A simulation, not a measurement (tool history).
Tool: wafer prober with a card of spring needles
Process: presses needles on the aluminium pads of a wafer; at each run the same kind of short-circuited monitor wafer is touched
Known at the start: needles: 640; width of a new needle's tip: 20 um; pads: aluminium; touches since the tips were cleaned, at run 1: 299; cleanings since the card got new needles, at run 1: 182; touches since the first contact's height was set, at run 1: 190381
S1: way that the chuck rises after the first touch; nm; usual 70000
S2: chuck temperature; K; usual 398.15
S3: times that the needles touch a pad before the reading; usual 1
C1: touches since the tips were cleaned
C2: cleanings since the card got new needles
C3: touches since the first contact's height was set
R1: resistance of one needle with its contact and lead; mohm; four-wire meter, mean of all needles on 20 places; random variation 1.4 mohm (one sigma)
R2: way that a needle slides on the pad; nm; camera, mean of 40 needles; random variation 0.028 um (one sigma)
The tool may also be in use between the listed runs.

| run | hour | S1 | S2 | S3 | C1 | C2 | C3 | R1 | R2 |
|---|---|---|---|---|---|---|---|---|---|
| 1 | 0.0 | 70000 | 398.15 | 1 | 299 | 182 | 190381 | 133 | 15780 |
|  | 6.1 | tips cleaned on abrasive film |
|  | 12.2 | tips cleaned on abrasive film |
|  | 18.3 | tips cleaned on abrasive film |
|  | 25.9 | tips cleaned on abrasive film |
| 2 | 30.3 | 70000 | 398.15 | 1 | 2941 | 186 | 210696 | 127 | 15800 |
|  | 33.4 | tips cleaned on abrasive film |
|  | 39.5 | tips cleaned on abrasive film |
|  | 42.8 | height of the first contact set anew |
|  | 47.4 | tips cleaned on abrasive film |
|  | 55.0 | tips cleaned on abrasive film |
| 3 | 58.9 | 70000 | 303.15 | 1 | 2678 | 190 | 10853 | 115 | 15800 |
|  | 62.0 | tips cleaned on abrasive film |
|  | 69.6 | tips cleaned on abrasive film |
|  | 77.2 | tips cleaned on abrasive film |
|  | 83.3 | tips cleaned on abrasive film |
|  | 89.4 | tips cleaned on abrasive film |
| 4 | 92.8 | 70000 | 378.15 | 1 | 2283 | 195 | 33575 | 124 | 15740 |
|  | 95.9 | tips cleaned on abrasive film |
|  | 103.5 | tips cleaned on abrasive film |
|  | 109.6 | tips cleaned on abrasive film |
| 5 | 112.5 | 70000 | 305.15 | 1 | 1987 | 198 | 46806 | 115 | 15800 |
|  | 117.1 | tips cleaned on abrasive film |
|  | 124.7 | tips cleaned on abrasive film |
| 6 | 127.5 | 70000 | 398.15 | 1 | 1849 | 200 | 56830 | 129 | 15800 |
|  | 132.1 | tips cleaned on abrasive film |
|  | 139.7 | tips cleaned on abrasive film |
|  | 145.8 | tips cleaned on abrasive film |
|  | 151.9 | tips cleaned on abrasive film |
| 7 | 154.7 | 70000 | 398.15 | 1 | 1898 | 204 | 75080 | 130 | 15780 |
|  | 159.3 | tips cleaned on abrasive film |
|  | 166.7 | tips cleaned on abrasive film |
| 8 | 172.5 | 70000 | 398.15 | 1 | 3967 | 206 | 87097 | 130 | 15790 |
|  | 174.1 | tips cleaned on abrasive film |
|  | 180.2 | tips cleaned on abrasive film |
|  | 186.4 | tips cleaned on abrasive film |
|  | 194.0 | tips cleaned on abrasive film |
| 9 | 196.6 | 70000 | 398.15 | 1 | 1794 | 210 | 103198 | 129 | 15830 |
|  | 201.2 | tips cleaned on abrasive film |
|  | 208.7 | tips cleaned on abrasive film |
|  | 214.9 | tips cleaned on abrasive film |
|  | 221.0 | tips cleaned on abrasive film |
| 10 | 226.2 | 70000 | 398.15 | 1 | 3576 | 214 | 123085 | 125 | 15800 |
|  | 227.8 | tips cleaned on abrasive film |
|  | 233.9 | tips cleaned on abrasive film |
|  | 240.0 | tips cleaned on abrasive film |
|  | 247.6 | tips cleaned on abrasive film |
| 11 | 251.1 | 69000 | 328.15 | 2 | 2388 | 218 | 139730 | 121 | 15540 |
|  | 254.2 | tips cleaned on abrasive film |
|  | 260.3 | tips cleaned on abrasive film |
|  | 266.4 | tips cleaned on abrasive film |
|  | 273.6 | tips cleaned on abrasive film |
| 12 | 273.6 | 54000 | 331.15 | 1 | 0 | 222 | 154778 | 124 | 12150 |
|  | 279.7 | tips cleaned on abrasive film |
|  | 287.3 | tips cleaned on abrasive film |
| 13 | 292.0 | 54000 | 331.15 | 1 | 3184 | 224 | 167159 | 124 | 12160 |
|  | 293.6 | tips cleaned on abrasive film |
|  | 299.7 | tips cleaned on abrasive film |
|  | 305.8 | tips cleaned on abrasive film |
|  | 311.9 | tips cleaned on abrasive film |
| 14 | 314.0 | 70000 | 303.15 | 2 | 1445 | 228 | 181882 | 116 | 15780 |
|  | 318.6 | tips cleaned on abrasive film |
|  | 326.1 | tips cleaned on abrasive film |
|  | 332.2 | tips cleaned on abrasive film |
|  | 339.8 | tips cleaned on abrasive film |
| 15 | 344.3 | 70000 | 398.15 | 2 | 3076 | 232 | 202230 | 125 | 15800 |
|  | 345.9 | tips cleaned on abrasive film |
|  | 352.0 | tips cleaned on abrasive film |
|  | 359.0 | tips cleaned on abrasive film |
| 16 | 359.0 | 70000 | 329.15 | 3 | 0 | 235 | 212006 | 118 | 15770 |
|  | 366.6 | tips cleaned on abrasive film |
|  | 369.9 | height of the first contact set anew |
|  | 374.5 | tips cleaned on abrasive film |
|  | 380.6 | tips cleaned on abrasive film |
|  | 388.2 | tips cleaned on abrasive film |
|  | 394.4 | tips cleaned on abrasive film |
| 17 | 394.4 | 53000 | 301.15 | 1 | 0 | 240 | 16424 | 119 | 11920 |
|  | 400.5 | tips cleaned on abrasive film |
|  | 406.6 | tips cleaned on abrasive film |
| 18 | 410.6 | 71000 | 305.15 | 1 | 2736 | 242 | 27340 | 116 | 16060 |
|  | 413.7 | tips cleaned on abrasive film |
|  | 419.9 | tips cleaned on abrasive film |
|  | 427.5 | tips cleaned on abrasive film |
| 19 | 432.5 | 61000 | 354.15 | 1 | 3420 | 245 | 41996 | 123 | 13780 |

Hidden state at the last listed run before each entry between runs and at the first one after, where it differs:
Between runs 1 and 2: tips cleaned on abrasive film (hour 6.1); tips cleaned on abrasive film (hour 12.2); tips cleaned on abrasive film (hour 18.3); tips cleaned on abrasive film (hour 25.9)
  debris on the tips, nm: 0.1 -> 0.4
Between runs 2 and 3: tips cleaned on abrasive film (hour 33.4); tips cleaned on abrasive film (hour 39.5); height of the first contact set anew (hour 42.8); tips cleaned on abrasive film (hour 47.4); tips cleaned on abrasive film (hour 55.0)
  way that the needles fall short of the set height, um: 0.02 -> 0
Between runs 3 and 4: tips cleaned on abrasive film (hour 62.0); tips cleaned on abrasive film (hour 69.6); tips cleaned on abrasive film (hour 77.2); tips cleaned on abrasive film (hour 83.3); tips cleaned on abrasive film (hour 89.4)
  no hidden state differs between the two runs
Between runs 4 and 5: tips cleaned on abrasive film (hour 95.9); tips cleaned on abrasive film (hour 103.5); tips cleaned on abrasive film (hour 109.6)
  debris on the tips, nm: 0.4 -> 0.3; way that the needles fall short of the set height, um: 0 -> 0.01
Between runs 5 and 6: tips cleaned on abrasive film (hour 117.1); tips cleaned on abrasive film (hour 124.7)
  no hidden state differs between the two runs
Between runs 6 and 7: tips cleaned on abrasive film (hour 132.1); tips cleaned on abrasive film (hour 139.7); tips cleaned on abrasive film (hour 145.8); tips cleaned on abrasive film (hour 151.9)
  no hidden state differs between the two runs
Between runs 7 and 8: tips cleaned on abrasive film (hour 159.3); tips cleaned on abrasive film (hour 166.7)
  debris on the tips, nm: 0.3 -> 0.5
Between runs 8 and 9: tips cleaned on abrasive film (hour 174.1); tips cleaned on abrasive film (hour 180.2); tips cleaned on abrasive film (hour 186.4); tips cleaned on abrasive film (hour 194.0)
  debris on the tips, nm: 0.5 -> 0.3
Between runs 9 and 10: tips cleaned on abrasive film (hour 201.2); tips cleaned on abrasive film (hour 208.7); tips cleaned on abrasive film (hour 214.9); tips cleaned on abrasive film (hour 221.0)
  debris on the tips, nm: 0.3 -> 0.5
Between runs 10 and 11: tips cleaned on abrasive film (hour 227.8); tips cleaned on abrasive film (hour 233.9); tips cleaned on abrasive film (hour 240.0); tips cleaned on abrasive film (hour 247.6)
  debris on the tips, nm: 0.5 -> 0.4; way that the needles fall short of the set height, um: 0.01 -> 0.02
Between runs 11 and 12: tips cleaned on abrasive film (hour 254.2); tips cleaned on abrasive film (hour 260.3); tips cleaned on abrasive film (hour 266.4); tips cleaned on abrasive film (hour 273.6)
  debris on the tips, nm: 0.4 -> 0
Between runs 12 and 13: tips cleaned on abrasive film (hour 279.7); tips cleaned on abrasive film (hour 287.3)
  debris on the tips, nm: 0 -> 0.4
Between runs 13 and 14: tips cleaned on abrasive film (hour 293.6); tips cleaned on abrasive film (hour 299.7); tips cleaned on abrasive film (hour 305.8); tips cleaned on abrasive film (hour 311.9)
  debris on the tips, nm: 0.4 -> 0.3
Between runs 14 and 15: tips cleaned on abrasive film (hour 318.6); tips cleaned on abrasive film (hour 326.1); tips cleaned on abrasive film (hour 332.2); tips cleaned on abrasive film (hour 339.8)
  debris on the tips, nm: 0.3 -> 0.4
Between runs 15 and 16: tips cleaned on abrasive film (hour 345.9); tips cleaned on abrasive film (hour 352.0); tips cleaned on abrasive film (hour 359.0)
  debris on the tips, nm: 0.4 -> 0; way that the needles fall short of the set height, um: 0.02 -> 0.03; tips' diameter, um: 20.04 -> 20.05
Between runs 16 and 17: tips cleaned on abrasive film (hour 366.6); height of the first contact set anew (hour 369.9); tips cleaned on abrasive film (hour 374.5); tips cleaned on abrasive film (hour 380.6); tips cleaned on abrasive film (hour 388.2); tips cleaned on abrasive film (hour 394.4)
  way that the needles fall short of the set height, um: 0.03 -> 0
Between runs 17 and 18: tips cleaned on abrasive film (hour 400.5); tips cleaned on abrasive film (hour 406.6)
  debris on the tips, nm: 0 -> 0.4
Between runs 18 and 19: tips cleaned on abrasive film (hour 413.7); tips cleaned on abrasive film (hour 419.9); tips cleaned on abrasive film (hour 427.5)
  no hidden state differs between the two runs
